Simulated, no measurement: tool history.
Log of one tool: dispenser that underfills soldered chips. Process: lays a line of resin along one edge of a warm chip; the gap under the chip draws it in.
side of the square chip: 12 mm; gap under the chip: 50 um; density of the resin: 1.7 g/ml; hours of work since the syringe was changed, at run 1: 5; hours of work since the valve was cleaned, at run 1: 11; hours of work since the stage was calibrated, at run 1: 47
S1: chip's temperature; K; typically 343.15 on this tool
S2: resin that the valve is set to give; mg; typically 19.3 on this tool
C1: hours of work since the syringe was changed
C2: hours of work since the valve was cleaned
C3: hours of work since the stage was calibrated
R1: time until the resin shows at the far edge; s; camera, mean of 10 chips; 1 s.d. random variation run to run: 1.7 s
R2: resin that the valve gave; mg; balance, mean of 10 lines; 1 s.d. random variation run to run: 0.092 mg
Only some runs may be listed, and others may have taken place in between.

run   hour      S1    S2  C1  C2   C3     R1     R2
  1      0  343.15  19.3   5  11   47  200.2  19.01
       5.6  -- new syringe of resin
  2   10.9  343.15  23.1   4  18   55    192  22.57
        18  -- new syringe of resin
  3   24.8  343.15  23.1   5  28   64  204.4  22.79
      30.3  -- new syringe of resin
  4   34.7  343.15  23.1   3  34   71  186.4  22.43
        43  -- new syringe of resin
  5   43.7  343.15  23.1   0  40   77    168  22.35
      55.7  -- new syringe of resin
  6   55.7  343.15  23.1   0  48   85  166.7  22.37
      65.2  -- dispensing valve cleaned and set on the balance
      69.1  -- new syringe of resin
  7   70.2  343.15  23.1   1   3   94  170.2  22.97
  8   78.7  341.15  23.1   7   9  100  226.9     23
      81.6  -- new syringe of resin
  9   91.9  341.15  21.6   7  18  108  234.4  21.27
        94  -- new syringe of resin
 10   98.8  341.15  21.6   3  23  113  210.9  21.57
     106.7  -- new syringe of resin
 11  113.5  341.15  21.6   5  32  123  212.5  21.01
       120  -- new syringe of resin
 12    120  355.15  18.5   0  37  127  116.5  18.05
     132.2  -- new syringe of resin
 13  134.3  355.15  18.5   1  46  137  122.8  17.93
 14  142.2  356.15    20   7  52  142  146.9  19.33

Results per run with the tool's hidden condition removed, run-to-run variation unchanged:
Hidden conditions of the tool in this case: resin's viscosity, % of fresh resin's; dose that the valve gives, % of what is set; true chip temperature over the reading, C; drift of the gauge itself on fill_s, %; drift of the gauge itself on given_mg, %.
run     R1     R2
  1  164.4  19.15
  2  165.2  22.86
  3  166.2  23.25
  4  165.5     23
  5  161.3  23.01
  6  162.4  23.16
  7  164.7  23.01
  8  174.1  23.13
  9  177.5  21.52
 10  180.8  21.91
 11  174.9  21.51
 12    114  18.53
 13  113.2  18.55
 14  109.2  20.08
